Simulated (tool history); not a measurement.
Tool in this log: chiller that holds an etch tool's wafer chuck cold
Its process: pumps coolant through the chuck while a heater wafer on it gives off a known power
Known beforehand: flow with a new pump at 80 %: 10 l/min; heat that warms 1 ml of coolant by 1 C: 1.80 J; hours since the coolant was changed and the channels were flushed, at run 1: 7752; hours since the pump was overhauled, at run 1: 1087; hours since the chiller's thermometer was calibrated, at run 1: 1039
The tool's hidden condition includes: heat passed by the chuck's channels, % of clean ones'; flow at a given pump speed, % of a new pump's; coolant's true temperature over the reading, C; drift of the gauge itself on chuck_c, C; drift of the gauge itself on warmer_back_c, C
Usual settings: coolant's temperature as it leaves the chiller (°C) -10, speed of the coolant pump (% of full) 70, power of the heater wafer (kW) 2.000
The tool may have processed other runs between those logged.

run	hour	coolant's temperature as it leaves the chiller (°C)	speed of the coolant pump (% of full)	power of the heater wafer (kW)	hours since the coolant was changed and the channels were flushed	hours since the pump was overhauled	hours since the chiller's thermometer was calibrated	chuck's temperature once it has settled (°C)	how much warmer the coolant comes back (C)
1	0.0	-10	70	2.000	7752	1087	1039	4.5	7.68
2	87.2	-10	70	2.000	7840	1174	1126	4.3	7.62
3	140.3	-10	70	2.000	7893	1227	1179	4.3	7.67
4	182.6	-10	70	2.000	7935	1269	1222	4.3	7.71
5	282.8	-10	70	2.000	8035	1369	1322	4.4	7.71
6	325.1	-10	70	2.000	8077	1412	1364	4.5	7.73
7	405.6	-10	70	2.000	8158	1492	1445	4.3	7.66
8	449.4	-10	70	2.000	8202	1536	1488	4.6	7.70
# hour 469.0: coolant changed, channels flushed
9	529.9	-10	70	2.000	61	1611	1563	4.2	7.65
10	601.2	-10	70	2.000	132	1682	1634	4.6	7.68
11	649.3	-10	70	2.673	180	1730	1682	9.3	10.26
12	743.2	-10	70	2.000	274	1824	1776	4.4	7.66
13	783.6	-10	70	2.000	315	1864	1817	4.5	7.60
14	831.7	-17	80	2.831	363	1912	1865	0.9	9.41
15	898.0	-18	75	1.194	429	1979	1931	-9.9	4.20
16	974.3	-18	75	1.194	505	2055	2007	-10.0	4.24
17	1025.0	-14	66	1.143	556	2106	2058	-5.3	4.67
# hour 1090.5: chiller's thermometer calibrated
18	1120.4	-16	77	1.094	650	2200	30	-8.6	3.82
19	1200.1	-11	89	1.858	730	2280	110	-0.1	5.48
20	1292.8	-11	89	1.858	823	2372	202	-0.1	5.54
21	1373.0	-5	70	2.000	903	2453	282	9.5	7.62
22	1457.6	-5	70	2.000	988	2537	367	9.4	7.75
23	1543.4	-12	73	2.000	1073	2623	453	1.8	7.32
24	1602.0	-19	75	1.139	1132	2682	512	-11.2	4.02
25	1691.1	-10	97	2.000	1221	2771	601	0.9	5.36

Consider 5 possible next runs. They are alternatives, not a sequence: every one starts from the tool as it was left by run 25. What does each give?
A	1758.4	-13	82	2.000	1288	2838	668	?	?
B	1758.4	-17	61	1.563	1288	2838	668	?	?
C	1758.4	-16	94	2.011	1288	2838	668	?	?
D	1758.4	-14	70	2.000	1288	2838	668	?	?
E	1758.4	-17	83	1.322	1288	2838	668	?	?

run	chuck's temperature once it has settled (°C)	how much warmer the coolant comes back (C)
A	-0.2	6.48
B	-4.2	6.94
C	-4.7	5.60
D	0.5	7.71
E	-8.7	4.29
Had the tool no hidden state, the same runs would have come out as:
run	chuck's temperature once it has settled (°C)	how much warmer the coolant comes back (C)
A	-0.2	6.47
B	-4.2	6.94
C	-4.7	5.59
D	0.5	7.71
E	-8.7	4.29
